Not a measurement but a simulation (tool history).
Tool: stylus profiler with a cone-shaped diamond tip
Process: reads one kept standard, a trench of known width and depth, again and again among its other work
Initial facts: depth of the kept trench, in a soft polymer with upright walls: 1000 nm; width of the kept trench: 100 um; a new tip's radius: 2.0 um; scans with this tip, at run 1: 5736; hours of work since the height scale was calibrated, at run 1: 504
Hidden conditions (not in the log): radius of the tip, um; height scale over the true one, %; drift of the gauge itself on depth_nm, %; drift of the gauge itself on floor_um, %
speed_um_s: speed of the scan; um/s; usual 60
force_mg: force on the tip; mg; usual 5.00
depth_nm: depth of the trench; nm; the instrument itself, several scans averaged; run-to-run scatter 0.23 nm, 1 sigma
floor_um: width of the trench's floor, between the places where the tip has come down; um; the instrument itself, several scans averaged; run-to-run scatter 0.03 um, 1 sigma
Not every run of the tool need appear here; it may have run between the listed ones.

run,hour,speed_um_s,force_mg,scans with this tip,hours of work since the height scale was calibrated,depth_nm,floor_um
1,0.0,60,5.00,5736,504,1029.65,96.05
2,82.7,183,5.00,6445,566,1029.97,95.72
3,206.5,60,2.58,7506,659,1020.61,95.97
4,312.6,60,4.46,8414,739,1028.53,96.02
5,417.8,60,5.00,9316,818,1030.58,95.97
6,499.3,60,5.00,10014,880,1030.84,95.86
7,591.8,17,5.00,10806,949,1031.19,96.01
8,696.1,17,5.00,11700,1028,1031.55,95.98
9,759.9,17,5.00,12247,1076,1031.22,95.96
10,875.5,130,2.20,13238,1163,1019.70,95.39
11,990.6,26,14.10,14224,1249,1059.52,95.92
12,1115.0,27,7.66,15290,1343,1041.57,95.81
13,1227.9,183,9.34,16257,1428,1047.28,95.47
14,1303.0,191,11.98,16901,1485,1055.09,95.42
15,1414.9,96,11.98,17860,1569,1055.41,95.59

The next listed run, before its measurement:
16,1468.4,69,3.07,18318,1609,?,?

depth_nm: 1025.13 nm
floor_um: 95.54 um
If the tool had no hidden condition, the same run with the same run-to-run variation would have returned depth_nm 1019.48 nm, floor_um 96.32 um.
